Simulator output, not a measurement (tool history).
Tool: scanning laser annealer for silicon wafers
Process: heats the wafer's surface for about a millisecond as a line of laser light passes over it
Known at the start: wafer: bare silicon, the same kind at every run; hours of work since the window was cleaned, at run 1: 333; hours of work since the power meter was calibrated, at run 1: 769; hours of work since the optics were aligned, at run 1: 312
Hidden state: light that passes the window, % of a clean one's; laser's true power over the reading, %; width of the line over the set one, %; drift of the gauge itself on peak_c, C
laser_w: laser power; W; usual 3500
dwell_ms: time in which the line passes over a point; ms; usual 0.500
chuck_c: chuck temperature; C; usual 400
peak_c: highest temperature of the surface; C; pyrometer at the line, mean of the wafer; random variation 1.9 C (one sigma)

run   hour  laser_w  dwell_ms  chuck_c  hours of work since the window was cleaned  hours of work since the power meter was calibrated  hours of work since the optics were aligned  peak_c
  1    0.0     3500     0.500      400                                         333                                                 769                                          312    1145
  2   24.5     3500     0.500      389                                         347                                                 784                                          326    1136
  3   66.0     3500     0.500      389                                         372                                                 808                                          351    1138
  4   95.1     3500     0.500      389                                         389                                                 826                                          368    1136
  5  119.7     3500     0.500      389                                         404                                                 840                                          383    1136
  6  154.7     3500     0.500      389                                         425                                                 861                                          404    1135
  7  182.8     3500     0.500      389                                         441                                                 878                                          420    1136
  8  212.3     3500     0.500      389                                         459                                                 895                                          438    1136
  9  243.7     3500     0.500      389                                         477                                                 914                                          456    1132
 10  264.7     3500     0.500      389                                         490                                                 926                                          469    1135
 11  289.5     3500     0.500      389                                         504                                                 941                                          484    1134
 12  310.4     3500     0.500      389                                         517                                                 953                                          496    1133
 13  334.2     3500     0.356      400                                         531                                                 967                                          510    1020
 14  360.4     3500     0.500      400                                         547                                                 983                                          526    1141
 15  391.1     3170     0.500      400                                         565                                                1001                                          544    1080
 16  417.5     3500     0.610      400                                         580                                                1017                                          560    1230
 17  437.4     3371     0.555      400                                         592                                                1029                                          571    1160
 18  456.9     3047     0.420      400                                         604                                                1040                                          583     995
 19  497.3     3092     0.420      400                                         628                                                1064                                          607    1003
 20  529.2     3092     0.485      408                                         647                                                1083                                          626    1062
 21  553.7     3645     0.377      380                                         661                                                1098                                          640    1042
 22  579.0     3488     0.421      415                                         676                                                1113                                          655    1093
 23  616.3     3488     0.421      415                                         698                                                1135                                          677    1091
 24  644.4     3500     0.381      400                                         715                                                1151                                          694    1044
 25  664.9     3027     0.500      432                                         727                                                1164                                          706    1085
 26  702.5     3027     0.500      432                                         750                                                1186                                          729    1083
 27  740.6     3459     0.498      432                                         772                                                1209                                          751    1168
 28  779.2     3360     0.443      376                                         795                                                1231                                          774    1047
 29  814.3     3369     0.443      374                                         816                                                1252                                          795    1050

5 ways to go on from here, each from the tool as it stands after run 29. What would each give?
  A  848.4     3521     0.443      374                                         836                                                1272                                          815       ?
  B  848.4     3369     0.377      374                                         836                                                1272                                          815       ?
  C  848.4     3035     0.443      408                                         836                                                1272                                          815       ?
  D  848.4     3192     0.401      376                                         836                                                1272                                          815       ?
  E  848.4     3064     0.499      375                                         836                                                1272                                          815       ?

run  peak_c
  A    1075
  B     991
  C    1019
  D     985
  E    1033
Without the tool's hidden state the same runs would have given:
run  peak_c
  A    1076
  B     992
  C    1020
  D     986
  E    1034
